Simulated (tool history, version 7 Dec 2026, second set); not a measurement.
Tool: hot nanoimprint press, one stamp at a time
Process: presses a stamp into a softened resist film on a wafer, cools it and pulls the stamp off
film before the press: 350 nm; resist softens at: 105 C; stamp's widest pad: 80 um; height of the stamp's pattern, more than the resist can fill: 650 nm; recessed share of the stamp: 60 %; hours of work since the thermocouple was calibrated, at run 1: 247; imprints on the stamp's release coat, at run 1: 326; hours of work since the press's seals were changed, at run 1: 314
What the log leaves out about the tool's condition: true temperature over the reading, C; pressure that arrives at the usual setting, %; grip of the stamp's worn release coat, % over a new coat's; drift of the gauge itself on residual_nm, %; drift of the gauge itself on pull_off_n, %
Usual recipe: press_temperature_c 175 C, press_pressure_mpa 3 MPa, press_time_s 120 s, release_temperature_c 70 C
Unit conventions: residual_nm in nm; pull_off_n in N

run    day  press_temperature_c  press_pressure_mpa  press_time_s  release_temperature_c  hours of work since the thermocouple was calibrated  imprints on the stamp's release coat  hours of work since the press's seals were changed  residual_nm  pull_off_n
  1      0                  175                   3           120                     70                                                  247                                   326                                                 314        146.2         120
  2  0.246                  166                   3           120                     70                                                  250                                   342                                                 317        225.6         121
  3  0.575                  166                   3           120                     70                                                  255                                   365                                                 322        226.9         120
  4  1.071                  175                   3           120                     70                                                  262                                   398                                                 328          146         123
  5  1.425                  175                   3           120                     70                                                  266                                   422                                                 333        145.1         122
  6  1.817                  175                3.56           120                     70                                                  272                                   449                                                 338        134.6         118
  7  2.229                  175                3.56           120                     60                                                  277                                   476                                                 344        135.7         140
  8  2.512                  175                3.56           120                     60                                                  281                                   496                                                 348        133.8         146
  9  2.871                  175                   3           120                     70                                                  286                                   520                                                 353        145.7         121
 10  3.238                  175                   3           120                     70                                                  291                                   544                                                 357          146         119
 11  3.733                  175                1.96           120                     70                                                  297                                   578                                                 364        174.7         118
 12  4.154                  175                1.96           120                     70                                                  303                                   606                                                 370        174.4         123
 13  4.562                  168                   4           110                     72                                                  309                                   634                                                 375        191.4         117
 14  5.112                  166                   4           110                     67                                                  316                                   671                                                 383        210.9         128
 15  5.517                  166                   4           173                     72                                                  321                                   698                                                 388        182.4         115
 16  6.042                  166                   4           173                     72                                                  329                                   734                                                 395        181.5         113
 17  6.462                  168                3.88            83                     74                                                  334                                   762                                                 401        211.1         110
 18  6.883                  186                4.28            73                     62                                                  340                                   791                                                 407         86.9         140
 19  7.154                  168                2.71           169                     58                                                  344                                   809                                                 410        192.3         149
 20  7.592                  168                2.92            72                     58                                                  349                                   838                                                 416        242.8         147

4 options for the next run, each taken on its own from the tool as it stands now. Forecast them:
  A  8.175                  175                   3            67                     70                                                  357                                   878                                                 424            ?           ?
  B  8.175                  163                 3.6           219                     70                                                  357                                   878                                                 424            ?           ?
  C  8.175                  168                2.92            72                     60                                                  357                                   878                                                 424            ?           ?
  D  8.175                  175                   3           112                     70                                                  357                                   878                                                 424            ?           ?

run  residual_nm  pull_off_n
  A        180.2         122
  B        203.7         118
  C        241.8         139
  D        149.7         116
Without the tool's hidden state the same runs would have given:
run  residual_nm  pull_off_n
  A        180.1         122
  B        203.5         118
  C        241.7         138
  D        149.6         116
